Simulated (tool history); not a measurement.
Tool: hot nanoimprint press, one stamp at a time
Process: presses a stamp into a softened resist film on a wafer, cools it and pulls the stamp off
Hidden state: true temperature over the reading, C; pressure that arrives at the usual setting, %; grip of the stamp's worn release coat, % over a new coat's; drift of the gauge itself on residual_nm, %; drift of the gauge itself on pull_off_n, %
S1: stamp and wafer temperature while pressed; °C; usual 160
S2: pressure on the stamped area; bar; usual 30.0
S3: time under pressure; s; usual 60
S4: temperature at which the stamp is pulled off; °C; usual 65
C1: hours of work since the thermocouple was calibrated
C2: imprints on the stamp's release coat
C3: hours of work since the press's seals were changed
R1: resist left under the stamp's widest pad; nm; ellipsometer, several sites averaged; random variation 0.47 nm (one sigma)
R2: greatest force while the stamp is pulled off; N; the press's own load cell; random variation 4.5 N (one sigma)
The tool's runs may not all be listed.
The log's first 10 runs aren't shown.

run,hour,S1,S2,S3,S4,C1,C2,C3,R1,R2
11,223.2,160,30.0,60,65,282,708,194,114.2,303
12,243.9,160,30.0,60,65,291,778,203,114.9,310
# hour 267.4: stamp cleaned and given a new release coat
13,281.7,160,30.0,60,65,307,48,219,114.9,231
14,302.6,160,30.0,60,61,316,119,228,114.8,255
15,330.3,160,30.0,60,61,330,213,242,115.5,268
16,344.4,160,27.3,92,61,336,261,248,106.9,270
17,360.9,160,27.3,92,61,344,316,256,107.5,276
18,374.1,160,27.6,78,65,350,361,262,111.1,259
19,401.9,160,27.6,78,65,364,455,276,111.3,266
20,417.9,160,27.6,78,65,371,509,283,111.7,269
21,441.0,161,30.0,60,65,382,588,294,112.2,283
22,473.1,159,21.5,60,53,397,696,309,139.3,383
23,487.2,152,30.0,60,55,404,744,316,147.9,370
# hour 508.3: plate thermocouple calibrated
24,516.6,152,30.0,60,55,4,834,329,144.1,365
# hour 524.8: stamp cleaned and given a new release coat
25,548.5,165,35.9,41,65,16,80,341,96.3,220
26,573.5,160,30.0,102,64,28,165,353,95.2,250
27,604.5,160,30.0,41,64,43,270,367,124.2,261
28,620.7,164,30.0,38,65,50,325,375,113.7,248
29,640.9,161,23.5,60,62,60,393,385,122.6,287
30,667.6,151,43.8,54,50,73,484,397,130.6,358

Forecast each of these 3 alternatives for the next run:
A,684.7,149,20.1,54,69,81,542,405,?,?
B,684.7,160,37.8,60,65,81,542,405,?,?
C,684.7,151,42.6,39,50,81,542,405,?,?

run,R1,R2
A,175.4,263
B,99.9,279
C,142.4,375
Without the tool's hidden state the same runs would have given:
run,R1,R2
A,175.3,212
B,99.4,225
C,141.8,303

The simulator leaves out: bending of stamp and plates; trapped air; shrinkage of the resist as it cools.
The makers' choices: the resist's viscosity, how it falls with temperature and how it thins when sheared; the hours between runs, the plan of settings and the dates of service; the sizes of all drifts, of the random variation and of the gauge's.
